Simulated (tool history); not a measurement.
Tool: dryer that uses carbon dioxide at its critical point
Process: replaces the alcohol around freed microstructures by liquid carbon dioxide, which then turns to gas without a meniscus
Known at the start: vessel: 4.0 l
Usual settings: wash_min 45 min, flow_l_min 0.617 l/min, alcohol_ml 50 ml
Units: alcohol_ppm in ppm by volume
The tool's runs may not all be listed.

| run | hour | wash_min | flow_l_min | alcohol_ml | alcohol_ppm |
|---|---|---|---|---|---|
| 1 | 0 | 45 | 0.617 | 50 | 139 |
| 2 | 17.4 | 45 | 0.617 | 50 | 151 |
| 3 | 28.7 | 45 | 0.617 | 50 | 154 |
| 4 | 39.2 | 45 | 0.617 | 50 | 158 |
| 5 | 56.5 | 45 | 0.37 | 50 | 915 |
| 6 | 66.7 | 45 | 0.408 | 50 | 692 |
| 7 | 81.3 | 45 | 0.408 | 50 | 687 |
| 8 | 95.1 | 71 | 0.617 | 50 | 49 |
| 9 | 104.4 | 71 | 0.617 | 50 | 57 |
| 10 | 119.3 | 71 | 0.617 | 50 | 58 |
| 11 | 128.8 | 71 | 0.617 | 50 | 61 |
| 12 | 141.8 | 71 | 0.617 | 50 | 57 |
| 13 | 150.6 | 71 | 0.617 | 50 | 66 |
| 14 | 159.3 | 29 | 0.617 | 50 | 825 |
| 15 | 174.4 | 35 | 0.943 | 87 | 177 |
| 16 | 184.3 | 45 | 0.421 | 33 | 522 |
|  | 190.4 | inlet filter changed |
| 17 | 202.3 | 45 | 0.421 | 33 | 317 |
| 18 | 209.5 | 42 | 0.501 | 25 | 204 |
| 19 | 223 | 42 | 0.501 | 25 | 190 |
| 20 | 233.3 | 34 | 0.713 | 50 | 215 |
| 21 | 246.6 | 45 | 0.438 | 50 | 411 |
| 22 | 263.1 | 40 | 0.551 | 94 | 532 |
| 23 | 279.6 | 40 | 0.551 | 94 | 543 |
| 24 | 294.8 | 34 | 0.483 | 34 | 545 |
| 25 | 309.1 | 29 | 0.617 | 60 | 746 |
| 26 | 325.5 | 29 | 0.617 | 60 | 741 |
| 27 | 334.5 | 29 | 0.617 | 60 | 758 |

Forecast each of these 3 alternatives for the next run:
| A | 344.9 | 46 | 0.805 | 50 | ? |
| B | 344.9 | 29 | 0.617 | 22 | ? |
| C | 344.9 | 48 | 0.658 | 50 | ? |

| run | alcohol_ppm |
|---|---|
| A | 84 |
| B | 338 |
| C | 125 |
Without the tool's hidden state the same runs would have given:
| run | alcohol_ppm |
|---|---|
| A | 13 |
| B | 213 |
| C | 42 |
